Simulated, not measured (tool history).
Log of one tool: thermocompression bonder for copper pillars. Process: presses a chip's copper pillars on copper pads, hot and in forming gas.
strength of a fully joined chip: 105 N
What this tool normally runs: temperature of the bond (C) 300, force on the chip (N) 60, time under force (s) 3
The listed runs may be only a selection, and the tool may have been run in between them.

run   hour  temperature of the bond (C)  force on the chip (N)  time under force (s)  force that shears a chip off (N)
  1    0.0                          300                     60                     3                              54.3
  2   13.6                          300                     60                     3                              54.4
  3   36.3                          300                     60                     3                              54.0
  4   59.9                          300                     60                     3                              54.6
  5   86.1                          300                     60                     3                              55.0
  6  103.6                          300                     70                     3                              59.4
  7  118.2                          300                     70                     3                              59.8
  8  143.2                          300                     70                     3                              60.3
  9  168.6                          300                     60                     3                              54.9
 10  190.1                          300                     60                     3                              54.4
 11  214.8                          300                     60                     6                              67.1
 12  227.2                          300                     60                     6                              67.3
 13  241.2                          298                     60                     6                              66.2
 14  264.4                          300                     60                     9                              75.5
 15  288.1                          300                     60                     3                              54.2
 16  305.9                          300                     60                     3                              54.3
 17  320.7                          300                     60                     3                              54.4
 18  334.0                          300                     60                     3                              54.4
 19  352.8                          319                     60                     3                              65.3
 20  366.0                          319                     60                     3                              65.7
 21  389.2                          319                     37                     3                              50.7
 22  413.9                          300                     57                     8                              71.6
 23  424.9                          300                     57                     8                              71.1
 24  437.5                          300                     57                     8                              70.8
 25  450.5                          308                     54                     2                              48.4
 26  465.4                          300                     37                     3                              40.2
 27  478.9                          300                     37                     3                              40.8
 28  503.3                          300                     62                     4                              61.5
 29  517.7                          300                     62                     4                              61.3
 30  544.3                          300                     62                     4                              60.5
 31  558.0                          285                     75                     3                              53.3
 32  583.0                          285                     75                     3                              52.3
 33  599.9                          319                     63                     3                              67.6
 34  623.3                          292                     42                     3                              40.1
 35  645.9                          300                     60                     5                              63.4
 36  658.5                          307                     60                     3                              58.1
 37  674.5                          300                     47                     2                              39.6
 38  693.6                          307                     55                     3                              56.4
 39  704.9                          320                     61                     2                              58.8

Missing from the log above: 6 entries noted between runs. For each, name the pair of listed runs it sits between and say how the tool's hidden condition differs from the listed run just before to the listed run just after:
From run 4 to run 5: forming gas filter changed (hour 63.0)
  oxide that the forming gas leaves, % of the face: 0.98 -> 0.57
From run 11 to run 12: forming gas filter changed (hour 219.2)
  oxide that the forming gas leaves, % of the face: 0.97 -> 0.53
From run 20 to run 21: forming gas filter changed (hour 374.3)
  oxide that the forming gas leaves, % of the face: 0.94 -> 0.55
From run 29 to run 30: forming gas filter changed (hour 529.8)
  oxide that the forming gas leaves, % of the face: 0.97 -> 0.54
From run 34 to run 35: heater calibrated with a thermocouple chip (hour 632.7)
  true temperature of the bond over the reading, C: 0.2 -> 0; oxide that the forming gas leaves, % of the face: 0.79 -> 0.85
From run 37 to run 38: forming gas filter changed (hour 688.4)
  oxide that the forming gas leaves, % of the face: 0.94 -> 0.52

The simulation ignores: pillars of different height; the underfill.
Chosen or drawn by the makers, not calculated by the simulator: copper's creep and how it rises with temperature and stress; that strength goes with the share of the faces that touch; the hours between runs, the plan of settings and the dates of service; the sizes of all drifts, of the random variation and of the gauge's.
